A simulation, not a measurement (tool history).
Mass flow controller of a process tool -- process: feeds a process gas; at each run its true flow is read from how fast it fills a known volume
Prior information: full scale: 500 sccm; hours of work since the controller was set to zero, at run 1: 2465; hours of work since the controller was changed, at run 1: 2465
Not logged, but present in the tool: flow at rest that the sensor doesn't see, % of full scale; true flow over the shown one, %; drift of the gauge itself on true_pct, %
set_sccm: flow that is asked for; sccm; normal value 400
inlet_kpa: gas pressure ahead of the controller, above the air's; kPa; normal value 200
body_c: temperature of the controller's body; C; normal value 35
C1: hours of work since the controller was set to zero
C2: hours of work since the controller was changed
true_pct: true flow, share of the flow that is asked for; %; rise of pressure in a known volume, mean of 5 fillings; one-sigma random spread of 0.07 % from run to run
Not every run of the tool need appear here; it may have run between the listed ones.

{"run": 1, "hour": 0.0, "set_sccm": 400, "inlet_kpa": 200, "body_c": 35, "C1": 2465, "C2": 2465, "true_pct": 98.49}
{"run": 2, "hour": 105.9, "set_sccm": 400, "inlet_kpa": 255, "body_c": 35, "C1": 2530, "C2": 2530, "true_pct": 98.12}
{"run": 3, "hour": 183.3, "set_sccm": 400, "inlet_kpa": 147, "body_c": 35, "C1": 2577, "C2": 2577, "true_pct": 98.38}
{"run": 4, "hour": 298.6, "set_sccm": 400, "inlet_kpa": 147, "body_c": 35, "C1": 2647, "C2": 2647, "true_pct": 98.54}
{"run": 5, "hour": 393.6, "set_sccm": 400, "inlet_kpa": 220, "body_c": 35, "C1": 2705, "C2": 2705, "true_pct": 98.17}
{"run": 6, "hour": 459.4, "set_sccm": 400, "inlet_kpa": 220, "body_c": 35, "C1": 2745, "C2": 2745, "true_pct": 98.24}
{"run": 7, "hour": 570.5, "set_sccm": 400, "inlet_kpa": 200, "body_c": 23, "C1": 2812, "C2": 2812, "true_pct": 98.98}
{"run": 8, "hour": 650.4, "set_sccm": 400, "inlet_kpa": 198, "body_c": 35, "C1": 2861, "C2": 2861, "true_pct": 98.31}
{"run": 9, "hour": 714.6, "set_sccm": 400, "inlet_kpa": 198, "body_c": 35, "C1": 2900, "C2": 2900, "true_pct": 98.44}
{"run": 10, "hour": 773.5, "set_sccm": 400, "inlet_kpa": 198, "body_c": 35, "C1": 2936, "C2": 2936, "true_pct": 98.19}
{"run": 11, "hour": 866.0, "set_sccm": 94, "inlet_kpa": 198, "body_c": 35, "C1": 2992, "C2": 2992, "true_pct": 93.77}
{"run": 12, "hour": 1006.1, "set_sccm": 400, "inlet_kpa": 206, "body_c": 35, "C1": 3077, "C2": 3077, "true_pct": 98.3}
{"run": 13, "hour": 1123.7, "set_sccm": 400, "inlet_kpa": 206, "body_c": 35, "C1": 3149, "C2": 3149, "true_pct": 98.36}
{"run": 14, "hour": 1183.6, "set_sccm": 400, "inlet_kpa": 211, "body_c": 35, "C1": 3185, "C2": 3185, "true_pct": 98.31}
{"run": 15, "hour": 1278.3, "set_sccm": 400, "inlet_kpa": 211, "body_c": 35, "C1": 3243, "C2": 3243, "true_pct": 98.25}
{"run": 16, "hour": 1417.6, "set_sccm": 400, "inlet_kpa": 200, "body_c": 35, "C1": 3328, "C2": 3328, "true_pct": 98.26}
{"run": 17, "hour": 1478.2, "set_sccm": 80, "inlet_kpa": 153, "body_c": 35, "C1": 3364, "C2": 3364, "true_pct": 92.82}
{"run": 18, "hour": 1558.4, "set_sccm": 207, "inlet_kpa": 165, "body_c": 23, "C1": 3413, "C2": 3413, "true_pct": 97.09}
{"run": 19, "hour": 1681.6, "set_sccm": 207, "inlet_kpa": 165, "body_c": 23, "C1": 3488, "C2": 3488, "true_pct": 96.87}
{"run": 20, "hour": 1777.0, "set_sccm": 207, "inlet_kpa": 165, "body_c": 23, "C1": 3546, "C2": 3546, "true_pct": 97.05}
{"run": 21, "hour": 1877.5, "set_sccm": 216, "inlet_kpa": 161, "body_c": 29, "C1": 3607, "C2": 3607, "true_pct": 96.66}
{"run": 22, "hour": 1952.5, "set_sccm": 358, "inlet_kpa": 172, "body_c": 22, "C1": 3653, "C2": 3653, "true_pct": 98.63}
{"run": 23, "hour": 2043.3, "set_sccm": 358, "inlet_kpa": 172, "body_c": 22, "C1": 3708, "C2": 3708, "true_pct": 98.78}
{"run": 24, "hour": 2116.0, "set_sccm": 358, "inlet_kpa": 172, "body_c": 22, "C1": 3752, "C2": 3752, "true_pct": 98.7}
{"run": 25, "hour": 2179.4, "set_sccm": 358, "inlet_kpa": 172, "body_c": 22, "C1": 3791, "C2": 3791, "true_pct": 98.76}
{"run": 26, "hour": 2289.9, "set_sccm": 81, "inlet_kpa": 200, "body_c": 29, "C1": 3858, "C2": 3858, "true_pct": 92.52}
{"run": 27, "hour": 2387.3, "set_sccm": 81, "inlet_kpa": 200, "body_c": 29, "C1": 3917, "C2": 3917, "true_pct": 92.38}
{"run": 28, "hour": 2480.1, "set_sccm": 400, "inlet_kpa": 159, "body_c": 25, "C1": 3974, "C2": 3974, "true_pct": 98.89}
{"run": 29, "hour": 2551.2, "set_sccm": 400, "inlet_kpa": 159, "body_c": 25, "C1": 4017, "C2": 4017, "true_pct": 98.95}
{"run": 30, "hour": 2668.8, "set_sccm": 229, "inlet_kpa": 154, "body_c": 20, "C1": 4089, "C2": 4089, "true_pct": 97.26}
{"run": 31, "hour": 2797.1, "set_sccm": 229, "inlet_kpa": 154, "body_c": 20, "C1": 4167, "C2": 4167, "true_pct": 97.28}
{"run": 32, "hour": 2906.7, "set_sccm": 400, "inlet_kpa": 162, "body_c": 31, "C1": 4233, "C2": 4233, "true_pct": 98.49}

Consider 5 possible next runs. They are alternatives, not a sequence: every one starts from the tool as it was left by run 32. What does each give?
{"run": "A", "hour": 2963.4, "set_sccm": 101, "inlet_kpa": 200, "body_c": 22, "C1": 4268, "C2": 4268, "true_pct": "?"}
{"run": "B", "hour": 2963.4, "set_sccm": 94, "inlet_kpa": 152, "body_c": 25, "C1": 4268, "C2": 4268, "true_pct": "?"}
{"run": "C", "hour": 2963.4, "set_sccm": 142, "inlet_kpa": 162, "body_c": 37, "C1": 4268, "C2": 4268, "true_pct": "?"}
{"run": "D", "hour": 2963.4, "set_sccm": 57, "inlet_kpa": 212, "body_c": 32, "C1": 4268, "C2": 4268, "true_pct": "?"}
{"run": "E", "hour": 2963.4, "set_sccm": 114, "inlet_kpa": 191, "body_c": 35, "C1": 4268, "C2": 4268, "true_pct": "?"}

run=A true_pct=93.72
run=B true_pct=93.25
run=C true_pct=94.39
run=D true_pct=89.20
run=E true_pct=93.43
With no hidden state in the tool, these same runs would have given:
run=A true_pct=97.79
run=B true_pct=97.65
run=C true_pct=97.15
run=D true_pct=96.75
run=E true_pct=96.98
